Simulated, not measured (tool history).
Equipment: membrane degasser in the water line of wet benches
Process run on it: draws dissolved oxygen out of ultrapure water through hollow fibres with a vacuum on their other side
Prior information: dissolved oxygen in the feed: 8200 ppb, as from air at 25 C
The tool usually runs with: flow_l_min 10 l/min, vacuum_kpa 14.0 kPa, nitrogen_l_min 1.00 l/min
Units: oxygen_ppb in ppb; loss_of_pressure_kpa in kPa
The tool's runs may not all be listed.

run      day  flow_l_min  vacuum_kpa  nitrogen_l_min  oxygen_ppb  loss_of_pressure_kpa
  1    0.000          10        14.0            1.00       595.6                 66.14
  2    3.888          10        14.0            1.00       581.6                 65.72
  3    8.525          10        14.0            1.00       585.3                 66.09
  4   12.371          13        14.0            1.00       916.5                 85.81
  5   16.946          10        19.7            1.00       715.9                 65.92
  6   21.558          10        19.7            1.00       715.9                 65.95
  7   28.754          10        19.7            0.45      1082.3                 65.96
  8   35.746           8        14.0            1.00       399.6                 52.88
  9   39.450          10        14.0            1.00       598.7                 66.08
 10   45.742          10        14.0            1.00       596.1                 65.51
 11   49.433          10        14.0            0.42       860.3                 66.00
 12   53.975          10        14.0            0.42       877.0                 66.23
 13   56.883           6        14.0            0.42       437.4                 39.50
 14   63.796           6        14.0            0.42       442.3                 39.81
 15   69.838          10        14.0            1.00       606.2                 66.33
 16   74.604          10        11.3            1.00       539.2                 65.96
 17   81.450           7        10.4            1.00       252.3                 46.57
 18   84.971           8        12.8            1.68       299.5                 53.25
      85.612  -- vacuum gauge calibrated
 19   90.079           6        14.0            0.54       377.7                 39.68
 20   96.842           6        14.0            0.54       373.5                 39.78
      97.688  -- vacuum gauge calibrated, once more
 21  101.921          15        14.0            1.00      1165.7                 99.27
 22  105.158           9        22.5            0.51       972.3                 60.00
 23  109.858           7        10.4            0.98       254.7                 46.53
     110.933  -- seals of the vacuum lines changed
 24  116.075           7        22.0            0.46       716.2                 46.45
 25  120.150           9        14.0            1.00       472.9                 59.72
 26  127.262           7        14.0            0.92       311.6                 46.50
 27  131.496           7        14.0            0.92       306.1                 46.62
 28  136.012           8        26.8            1.00       601.9                 53.31
 29  142.554           8        26.8            0.49       965.2                 53.72
 30  145.667           8        14.0            1.56       313.3                 53.39
 31  149.829           8        14.0            1.56       315.8                 53.06

Branching from run 31: 4 alternative next runs. What would each branch give?
  A  155.629           8        12.2            0.85           ?                     ?
  B  155.629           9        15.9            1.56           ?                     ?
  C  155.629           8        17.1            1.56           ?                     ?
  D  155.629           8        11.2            1.00           ?                     ?

run  oxygen_ppb  loss_of_pressure_kpa
  A       383.7                 53.55
  B       430.9                 60.21
  C       349.3                 53.89
  D       329.6                 53.48
With the hidden condition removed and each run's random variation left untouched, the same runs would have given:
run  oxygen_ppb  loss_of_pressure_kpa
  A       364.7                 52.18
  B       407.2                 58.66
  C       330.6                 52.51
  D       311.3                 52.10
